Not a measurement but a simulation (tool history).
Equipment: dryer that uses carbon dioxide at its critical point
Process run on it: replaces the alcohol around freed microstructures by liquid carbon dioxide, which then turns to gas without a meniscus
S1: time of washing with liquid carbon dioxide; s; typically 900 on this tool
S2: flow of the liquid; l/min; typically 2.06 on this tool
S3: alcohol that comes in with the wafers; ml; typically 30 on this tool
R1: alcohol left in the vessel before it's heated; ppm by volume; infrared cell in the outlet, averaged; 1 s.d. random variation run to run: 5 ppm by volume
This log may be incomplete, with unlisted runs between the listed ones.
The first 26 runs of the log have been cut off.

run,hour,S1,S2,S3,R1
27,1222.3,960,2.65,93,112
# hour 1270.2: purifier's bed changed
28,1286.8,960,2.65,93,19
29,1333.6,660,2.06,74,359
30,1393.7,780,2.98,92,45
31,1442.0,780,2.98,92,42
# hour 1479.9: inlet filter changed
32,1494.1,780,3.10,58,22
33,1549.6,900,2.06,36,45
34,1616.5,900,2.06,36,41
35,1673.8,540,1.71,32,443
36,1705.6,600,2.59,25,71
37,1740.7,600,2.59,25,69
38,1794.3,1080,3.24,92,28
39,1836.3,1320,3.24,50,33
40,1890.9,1260,2.76,61,35
41,1925.7,960,2.91,28,37
42,1962.7,1020,1.61,28,96

Run 43, settings as shown, results not yet in. Your forecast:
43,2013.6,960,1.61,98,?

Run 43 came out at R1 343 ppm by volume.
On a tool with no hidden condition, and with the same random variation, this run would have come out at R1 135 ppm by volume.
